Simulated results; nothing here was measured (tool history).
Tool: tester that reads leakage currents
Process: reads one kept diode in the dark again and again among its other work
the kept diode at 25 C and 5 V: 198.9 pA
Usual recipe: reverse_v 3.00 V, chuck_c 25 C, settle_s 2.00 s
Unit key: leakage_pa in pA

Run 1, hour 0.0: usual settings. Result: leakage_pa 148.28 pA.
Run 2, hour 68.9: usual settings. Result: leakage_pa 147.54 pA.
Run 3, hour 129.2: usual settings but settle_s 0.41 s. Result: leakage_pa 148.01 pA.
Run 4, hour 190.1: usual settings but settle_s 0.41 s. Result: leakage_pa 147.69 pA.
Run 5, hour 280.7: usual settings but settle_s 0.41 s. Result: leakage_pa 147.49 pA.
Run 6, hour 353.8: usual settings but settle_s 0.41 s. Result: leakage_pa 146.65 pA.
At hour 365.0: tester calibrated.
Run 7, hour 443.9: usual settings but reverse_v 3.46 V, chuck_c 43 C, settle_s 0.93 s. Result: leakage_pa 613.22 pA.
Run 8, hour 493.1: usual settings but reverse_v 3.46 V, chuck_c 43 C, settle_s 6.36 s. Result: leakage_pa 612.35 pA.
Run 9, hour 550.5: usual settings but reverse_v 3.46 V, chuck_c 43 C, settle_s 1.12 s. Result: leakage_pa 607.56 pA.
Run 10, hour 597.3: usual settings but reverse_v 3.46 V, chuck_c 48 C, settle_s 0.93 s. Result: leakage_pa 860.61 pA.
Run 11, hour 670.4: usual settings but reverse_v 9.31 V, chuck_c 28 C, settle_s 2.36 s. Result: leakage_pa 317.76 pA.

Here are 3 independent what-if runs from the current tool condition. What would each one return?
Run A, hour 734.9: usual settings but reverse_v 9.31 V, chuck_c 33 C, settle_s 2.36 s. Result: leakage_pa ?.
Run B, hour 734.9: usual settings but reverse_v 9.31 V, chuck_c 26 C, settle_s 0.55 s. Result: leakage_pa ?.
Run C, hour 734.9: usual settings but reverse_v 1.27 V, chuck_c 35 C, settle_s 0.53 s. Result: leakage_pa ?.

run  leakage_pa
  A      467.25
  B      272.85
  C      205.08
Without the tool's hidden state the same runs would have given:
run  leakage_pa
  A      504.56
  B      293.85
  C      222.50
